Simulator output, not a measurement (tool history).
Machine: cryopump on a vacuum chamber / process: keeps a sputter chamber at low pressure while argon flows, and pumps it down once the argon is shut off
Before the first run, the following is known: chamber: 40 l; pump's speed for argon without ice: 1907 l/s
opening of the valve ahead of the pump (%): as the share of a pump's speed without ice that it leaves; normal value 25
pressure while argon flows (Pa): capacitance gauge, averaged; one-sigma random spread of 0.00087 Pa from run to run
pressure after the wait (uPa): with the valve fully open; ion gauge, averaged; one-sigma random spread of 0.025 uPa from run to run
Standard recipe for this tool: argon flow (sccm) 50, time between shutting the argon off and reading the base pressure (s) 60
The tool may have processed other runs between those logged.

run	hour	argon flow (sccm)	time between shutting the argon off and reading the base pressure (s)	opening of the valve ahead of the pump (%)	pressure while argon flows (Pa)	pressure after the wait (uPa)
1	0	50	60	25	0.1836	1.93
2	49.8	50	60	25	0.1831	1.92
3	112.2	50	60	25	0.1839	1.94
4	158.6	50	60	44	0.1065	2.05
5	227.1	50	60	25	0.1853	2.08
6	267.9	50	60	25	0.1846	2.1
7	313.8	50	60	25	0.1855	2.01
8	357	50	60	15	0.3019	2.09
9	411.2	50	60	15	0.3021	2.08
10	462.6	50	60	15	0.3031	2.2
11	525.1	33	38	53	0.0616	2.61
12	573.8	28	63	25	0.1047	2.1
13	604.2	28	37	15	0.1724	2.72
14	662.7	28	37	57	0.0495	2.82
15	707	50	54	25	0.1886	2.36
# hour 724.9: pump warmed up, emptied and cooled again
16	749.3	36	23	16	0.2001	3.43
17	797.8	25	60	25	0.0901	2.1
18	864.4	94	60	25	0.3365	1.98
19	926.4	94	60	25	0.3365	2.09
20	979.4	36	285	26	0.1242	1.5

Branching from run 20: 4 alternative next runs. What would each branch give?
A	1026.7	50	60	51	?	?
B	1026.7	21	37	25	?	?
C	1026.7	27	285	31	?	?
D	1026.7	50	34	25	?	?

run	pressure while argon flows (Pa)	pressure after the wait (uPa)
A	0.0899	2.16
B	0.0756	2.68
C	0.079	1.45
D	0.1789	2.83
What these runs would have given with no unlogged condition in the tool:
run	pressure while argon flows (Pa)	pressure after the wait (uPa)
A	0.0873	0.99
B	0.0746	1.53
C	0.0776	0.3
D	0.1763	1.66
